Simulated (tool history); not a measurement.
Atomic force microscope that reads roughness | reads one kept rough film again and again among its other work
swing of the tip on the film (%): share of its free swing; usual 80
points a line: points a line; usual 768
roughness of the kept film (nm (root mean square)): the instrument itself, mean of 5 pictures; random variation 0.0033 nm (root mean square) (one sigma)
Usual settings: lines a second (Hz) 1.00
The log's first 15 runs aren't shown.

| run | day | lines a second (Hz) | swing of the tip on the film (%) | points a line | pictures with this tip | hours of work since the height scale was calibrated | roughness of the kept film (nm (root mean square)) |
|---|---|---|---|---|---|---|---|
|  | 3.738 | new tip fitted |
| 16 | 4.054 | 3.85 | 80 | 355 | 17 | 27 | 0.642 |
| 17 | 4.383 | 1.84 | 80 | 323 | 34 | 33 | 0.703 |
|  | 4.650 | height scale calibrated on a step standard, once more |
| 18 | 4.721 | 3.41 | 79 | 323 | 51 | 1 | 0.652 |
| 19 | 4.988 | 2.66 | 59 | 735 | 65 | 6 | 0.745 |
| 20 | 5.362 | 1.88 | 59 | 735 | 85 | 12 | 0.754 |
| 21 | 5.571 | 1.45 | 67 | 348 | 96 | 15 | 0.744 |
| 22 | 5.871 | 1.45 | 59 | 314 | 113 | 20 | 0.752 |
| 23 | 6.183 | 0.82 | 73 | 630 | 130 | 25 | 0.752 |
| 24 | 6.400 | 0.60 | 60 | 552 | 141 | 29 | 0.763 |
| 25 | 6.800 | 1.26 | 87 | 552 | 163 | 36 | 0.705 |
| 26 | 7.050 | 2.63 | 74 | 429 | 176 | 40 | 0.697 |
| 27 | 7.258 | 0.93 | 78 | 768 | 188 | 43 | 0.734 |
| 28 | 7.554 | 1.87 | 78 | 346 | 204 | 48 | 0.704 |
| 29 | 7.875 | 1.87 | 78 | 346 | 221 | 54 | 0.702 |

Run 30 comes next. What will it give?
| 30 | 8.179 | 1.87 | 78 | 346 | 237 | 59 | ? |

{"run 30": {"roughness of the kept film (nm (root mean square))": 0.691}}
Without the tool's hidden state the same run would have given roughness of the kept film (nm (root mean square)) 0.705.
